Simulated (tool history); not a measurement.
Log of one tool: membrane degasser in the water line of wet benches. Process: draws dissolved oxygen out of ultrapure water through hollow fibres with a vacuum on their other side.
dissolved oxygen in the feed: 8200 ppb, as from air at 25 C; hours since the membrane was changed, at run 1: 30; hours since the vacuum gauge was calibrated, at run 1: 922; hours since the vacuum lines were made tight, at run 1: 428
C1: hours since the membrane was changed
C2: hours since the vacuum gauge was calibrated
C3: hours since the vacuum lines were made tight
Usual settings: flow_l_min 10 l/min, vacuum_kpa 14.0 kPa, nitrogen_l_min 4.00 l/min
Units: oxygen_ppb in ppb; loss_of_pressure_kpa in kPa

run 1 hour=0.0 | flow_l_min=10 vacuum_kpa=14.0 nitrogen_l_min=4.00 | C1=30 C2=922 C3=428 | oxygen_ppb=112.6 loss_of_pressure_kpa=35.90
run 2 hour=46.5 | flow_l_min=10 vacuum_kpa=14.0 nitrogen_l_min=2.40 | C1=76 C2=969 C3=475 | oxygen_ppb=154.3 loss_of_pressure_kpa=36.07
run 3 hour=81.2 | flow_l_min=10 vacuum_kpa=30.0 nitrogen_l_min=4.00 | C1=111 C2=1003 C3=510 | oxygen_ppb=207.5 loss_of_pressure_kpa=36.36
run 4 hour=142.6 | flow_l_min=10 vacuum_kpa=14.0 nitrogen_l_min=4.00 | C1=173 C2=1065 C3=571 | oxygen_ppb=111.3 loss_of_pressure_kpa=36.40
run 5 hour=173.0 | flow_l_min=9 vacuum_kpa=14.0 nitrogen_l_min=4.00 | C1=203 C2=1095 C3=601 | oxygen_ppb=93.9 loss_of_pressure_kpa=32.44
run 6 hour=230.1 | flow_l_min=9 vacuum_kpa=14.0 nitrogen_l_min=4.00 | C1=260 C2=1152 C3=658 | oxygen_ppb=95.3 loss_of_pressure_kpa=32.77
run 7 hour=258.2 | flow_l_min=9 vacuum_kpa=14.0 nitrogen_l_min=4.00 | C1=288 C2=1180 C3=687 | oxygen_ppb=95.2 loss_of_pressure_kpa=32.41
run 8 hour=316.8 | flow_l_min=9 vacuum_kpa=14.0 nitrogen_l_min=4.00 | C1=347 C2=1239 C3=745 | oxygen_ppb=96.0 loss_of_pressure_kpa=32.46
run 9 hour=351.4 | flow_l_min=9 vacuum_kpa=14.0 nitrogen_l_min=4.00 | C1=381 C2=1274 C3=780 | oxygen_ppb=95.0 loss_of_pressure_kpa=32.30
run 10 hour=405.4 | flow_l_min=10 vacuum_kpa=14.0 nitrogen_l_min=4.00 | C1=435 C2=1328 C3=834 | oxygen_ppb=114.9 loss_of_pressure_kpa=35.91
run 11 hour=459.5 | flow_l_min=10 vacuum_kpa=14.0 nitrogen_l_min=4.00 | C1=489 C2=1382 C3=888 | oxygen_ppb=113.4 loss_of_pressure_kpa=36.31
run 12 hour=512.1 | flow_l_min=10 vacuum_kpa=14.0 nitrogen_l_min=4.00 | C1=542 C2=1434 C3=941 | oxygen_ppb=113.0 loss_of_pressure_kpa=36.15
run 13 hour=543.7 | flow_l_min=10 vacuum_kpa=14.0 nitrogen_l_min=4.00 | C1=574 C2=1466 C3=972 | oxygen_ppb=115.9 loss_of_pressure_kpa=36.16
run 14 hour=570.5 | flow_l_min=10 vacuum_kpa=14.0 nitrogen_l_min=4.00 | C1=600 C2=1493 C3=999 | oxygen_ppb=113.5 loss_of_pressure_kpa=36.52
-- hour=575.9 vacuum gauge calibrated
run 15 hour=623.3 | flow_l_min=10 vacuum_kpa=27.0 nitrogen_l_min=4.00 | C1=653 C2=47 C3=1051 | oxygen_ppb=197.6 loss_of_pressure_kpa=36.26
run 16 hour=676.7 | flow_l_min=10 vacuum_kpa=14.0 nitrogen_l_min=4.00 | C1=706 C2=101 C3=1105 | oxygen_ppb=115.7 loss_of_pressure_kpa=36.27
run 17 hour=706.5 | flow_l_min=10 vacuum_kpa=14.0 nitrogen_l_min=4.00 | C1=736 C2=131 C3=1134 | oxygen_ppb=115.4 loss_of_pressure_kpa=36.56
run 18 hour=741.9 | flow_l_min=9 vacuum_kpa=18.6 nitrogen_l_min=3.59 | C1=771 C2=166 C3=1170 | oxygen_ppb=137.0 loss_of_pressure_kpa=32.91
run 19 hour=787.9 | flow_l_min=10 vacuum_kpa=14.0 nitrogen_l_min=6.45 | C1=817 C2=212 C3=1216 | oxygen_ppb=90.6 loss_of_pressure_kpa=36.41
run 20 hour=815.9 | flow_l_min=16 vacuum_kpa=10.9 nitrogen_l_min=6.45 | C1=845 C2=240 C3=1244 | oxygen_ppb=181.5 loss_of_pressure_kpa=58.63
-- hour=838.2 vacuum gauge calibrated, once more
run 21 hour=846.8 | flow_l_min=16 vacuum_kpa=15.4 nitrogen_l_min=5.62 | C1=876 C2=9 C3=1274 | oxygen_ppb=217.1 loss_of_pressure_kpa=58.38
run 22 hour=892.6 | flow_l_min=16 vacuum_kpa=15.4 nitrogen_l_min=5.62 | C1=922 C2=54 C3=1320 | oxygen_ppb=217.2 loss_of_pressure_kpa=58.14
run 23 hour=932.5 | flow_l_min=14 vacuum_kpa=11.5 nitrogen_l_min=4.00 | C1=962 C2=94 C3=1360 | oxygen_ppb=174.0 loss_of_pressure_kpa=51.31
run 24 hour=965.5 | flow_l_min=10 vacuum_kpa=16.0 nitrogen_l_min=1.80 | C1=995 C2=127 C3=1393 | oxygen_ppb=216.0 loss_of_pressure_kpa=36.71
run 25 hour=1014.5 | flow_l_min=10 vacuum_kpa=16.0 nitrogen_l_min=2.48 | C1=1043 C2=176 C3=1442 | oxygen_ppb=177.5 loss_of_pressure_kpa=36.57
run 26 hour=1055.3 | flow_l_min=9 vacuum_kpa=9.1 nitrogen_l_min=4.00 | C1=1084 C2=217 C3=1483 | oxygen_ppb=71.3 loss_of_pressure_kpa=32.96
run 27 hour=1092.9 | flow_l_min=12 vacuum_kpa=8.8 nitrogen_l_min=4.25 | C1=1122 C2=255 C3=1520 | oxygen_ppb=114.3 loss_of_pressure_kpa=44.12
run 28 hour=1129.9 | flow_l_min=10 vacuum_kpa=11.0 nitrogen_l_min=2.47 | C1=1159 C2=292 C3=1557 | oxygen_ppb=127.6 loss_of_pressure_kpa=36.66
run 29 hour=1182.0 | flow_l_min=10 vacuum_kpa=11.0 nitrogen_l_min=2.47 | C1=1211 C2=344 C3=1609 | oxygen_ppb=128.3 loss_of_pressure_kpa=36.54
run 30 hour=1214.8 | flow_l_min=10 vacuum_kpa=11.0 nitrogen_l_min=2.47 | C1=1244 C2=377 C3=1642 | oxygen_ppb=128.8 loss_of_pressure_kpa=36.74
run 31 hour=1273.7 | flow_l_min=10 vacuum_kpa=11.0 nitrogen_l_min=2.47 | C1=1303 C2=435 C3=1701 | oxygen_ppb=126.7 loss_of_pressure_kpa=36.72

5 ways to go on from here, each from the tool as it stands after run 31. What would each give?
run A hour=1303.3 | flow_l_min=9 vacuum_kpa=17.7 nitrogen_l_min=2.47 | C1=1332 C2=465 C3=1731 | oxygen_ppb=? loss_of_pressure_kpa=?
run B hour=1303.3 | flow_l_min=10 vacuum_kpa=9.4 nitrogen_l_min=2.47 | C1=1332 C2=465 C3=1731 | oxygen_ppb=? loss_of_pressure_kpa=?
run C hour=1303.3 | flow_l_min=7 vacuum_kpa=25.9 nitrogen_l_min=10.77 | C1=1332 C2=465 C3=1731 | oxygen_ppb=? loss_of_pressure_kpa=?
run D hour=1303.3 | flow_l_min=10 vacuum_kpa=11.0 nitrogen_l_min=7.04 | C1=1332 C2=465 C3=1731 | oxygen_ppb=? loss_of_pressure_kpa=?
run E hour=1303.3 | flow_l_min=10 vacuum_kpa=17.5 nitrogen_l_min=4.00 | C1=1332 C2=465 C3=1731 | oxygen_ppb=? loss_of_pressure_kpa=?

run=A oxygen_ppb=173.6 loss_of_pressure_kpa=33.03
run=B oxygen_ppb=111.3 loss_of_pressure_kpa=37.00
run=C oxygen_ppb=58.7 loss_of_pressure_kpa=25.74
run=D oxygen_ppb=77.6 loss_of_pressure_kpa=36.91
run=E oxygen_ppb=141.4 loss_of_pressure_kpa=36.56
Without the tool's hidden state the same runs would have given:
run=A oxygen_ppb=165.3 loss_of_pressure_kpa=32.35
run=B oxygen_ppb=104.1 loss_of_pressure_kpa=36.25
run=C oxygen_ppb=54.8 loss_of_pressure_kpa=25.21
run=D oxygen_ppb=71.6 loss_of_pressure_kpa=36.16
run=E oxygen_ppb=133.6 loss_of_pressure_kpa=35.82

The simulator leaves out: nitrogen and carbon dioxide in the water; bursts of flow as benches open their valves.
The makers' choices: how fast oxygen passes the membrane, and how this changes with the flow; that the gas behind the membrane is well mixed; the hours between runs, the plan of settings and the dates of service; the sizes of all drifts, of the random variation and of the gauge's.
